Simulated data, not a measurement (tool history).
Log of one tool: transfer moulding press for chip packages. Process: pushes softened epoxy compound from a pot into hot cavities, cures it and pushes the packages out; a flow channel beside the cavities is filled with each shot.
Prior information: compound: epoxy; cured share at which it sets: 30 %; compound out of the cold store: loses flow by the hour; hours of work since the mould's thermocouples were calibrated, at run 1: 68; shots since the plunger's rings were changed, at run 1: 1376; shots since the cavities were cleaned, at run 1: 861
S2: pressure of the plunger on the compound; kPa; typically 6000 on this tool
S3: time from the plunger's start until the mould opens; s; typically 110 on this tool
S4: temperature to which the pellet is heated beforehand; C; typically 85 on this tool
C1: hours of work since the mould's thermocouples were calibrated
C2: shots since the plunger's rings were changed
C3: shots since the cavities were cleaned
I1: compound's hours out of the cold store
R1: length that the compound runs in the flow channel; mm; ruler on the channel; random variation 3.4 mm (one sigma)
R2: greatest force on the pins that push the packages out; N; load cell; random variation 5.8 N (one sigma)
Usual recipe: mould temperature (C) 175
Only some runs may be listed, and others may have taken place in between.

run 1 hour=0.0 | mould_temperature_(C)=175 S2=6000 S3=110 S4=85 | C1=68 C2=1376 C3=861 | I1=16.5 | R1=543 R2=352
run 2 hour=8.1 | mould_temperature_(C)=175 S2=6000 S3=110 S4=85 | C1=73 C2=1449 C3=934 | I1=17.1 | R1=536 R2=355
run 3 hour=18.0 | mould_temperature_(C)=175 S2=6000 S3=139 S4=85 | C1=78 C2=1538 C3=1023 | I1=47.2 | R1=474 R2=338
run 4 hour=25.3 | mould_temperature_(C)=175 S2=6000 S3=139 S4=85 | C1=83 C2=1603 C3=1088 | I1=13.2 | R1=547 R2=336
-- hour=29.4 cavities cleaned with cleaning compound and waxed
run 5 hour=37.2 | mould_temperature_(C)=175 S2=6000 S3=110 S4=85 | C1=89 C2=1696 C3=70 | I1=32.0 | R1=505 R2=219
run 6 hour=47.6 | mould_temperature_(C)=175 S2=6000 S3=127 S4=85 | C1=95 C2=1790 C3=164 | I1=33.0 | R1=498 R2=245
run 7 hour=53.6 | mould_temperature_(C)=175 S2=6000 S3=127 S4=85 | C1=98 C2=1844 C3=218 | I1=39.8 | R1=485 R2=243
run 8 hour=67.0 | mould_temperature_(C)=175 S2=6000 S3=127 S4=85 | C1=106 C2=1964 C3=338 | I1=35.0 | R1=491 R2=291
run 9 hour=72.6 | mould_temperature_(C)=175 S2=6000 S3=110 S4=85 | C1=109 C2=2014 C3=388 | I1=24.8 | R1=515 R2=303
run 10 hour=83.6 | mould_temperature_(C)=175 S2=6000 S3=110 S4=85 | C1=116 C2=2113 C3=487 | I1=44.3 | R1=477 R2=321
run 11 hour=96.3 | mould_temperature_(C)=175 S2=5820 S3=94 S4=85 | C1=123 C2=2227 C3=601 | I1=17.5 | R1=525 R2=405
run 12 hour=103.1 | mould_temperature_(C)=175 S2=5820 S3=94 S4=85 | C1=127 C2=2288 C3=662 | I1=27.4 | R1=503 R2=416
run 13 hour=110.7 | mould_temperature_(C)=175 S2=5820 S3=94 S4=85 | C1=131 C2=2356 C3=730 | I1=34.7 | R1=480 R2=400
run 14 hour=117.3 | mould_temperature_(C)=175 S2=5820 S3=94 S4=85 | C1=135 C2=2415 C3=789 | I1=45.1 | R1=465 R2=407
run 15 hour=125.2 | mould_temperature_(C)=175 S2=7310 S3=94 S4=82 | C1=140 C2=2486 C3=860 | I1=13.4 | R1=594 R2=444
run 16 hour=132.5 | mould_temperature_(C)=175 S2=7310 S3=94 S4=82 | C1=144 C2=2552 C3=926 | I1=26.2 | R1=563 R2=439
run 17 hour=143.8 | mould_temperature_(C)=175 S2=7310 S3=94 S4=82 | C1=150 C2=2654 C3=1028 | I1=15.8 | R1=584 R2=463

4 options for the next run, each taken on its own from the tool as it stands now. Forecast them:
-- hour=154.7 cavities cleaned with cleaning compound and waxed
run A hour=154.9 | mould_temperature_(C)=175 S2=6450 S3=110 S4=88 | C1=156 C2=2739 C3=1 | I1=15.5 | R1=? R2=?
-- hour=154.7 cavities cleaned with cleaning compound and waxed
run B hour=154.9 | mould_temperature_(C)=175 S2=5310 S3=132 S4=87 | C1=156 C2=2739 C3=1 | I1=30.8 | R1=? R2=?
-- hour=154.7 cavities cleaned with cleaning compound and waxed
run C hour=154.9 | mould_temperature_(C)=173 S2=6000 S3=136 S4=78 | C1=156 C2=2739 C3=1 | I1=44.4 | R1=? R2=?
-- hour=154.7 cavities cleaned with cleaning compound and waxed
run D hour=154.9 | mould_temperature_(C)=177 S2=6000 S3=128 S4=87 | C1=156 C2=2739 C3=1 | I1=20.4 | R1=? R2=?

run=A R1=548 R2=206
run=B R1=466 R2=198
run=C R1=474 R2=200
run=D R1=512 R2=186
Without the tool's hidden state the same runs would have given:
run=A R1=574 R2=208
run=B R1=488 R2=197
run=C R1=497 R2=200
run=D R1=537 R2=186

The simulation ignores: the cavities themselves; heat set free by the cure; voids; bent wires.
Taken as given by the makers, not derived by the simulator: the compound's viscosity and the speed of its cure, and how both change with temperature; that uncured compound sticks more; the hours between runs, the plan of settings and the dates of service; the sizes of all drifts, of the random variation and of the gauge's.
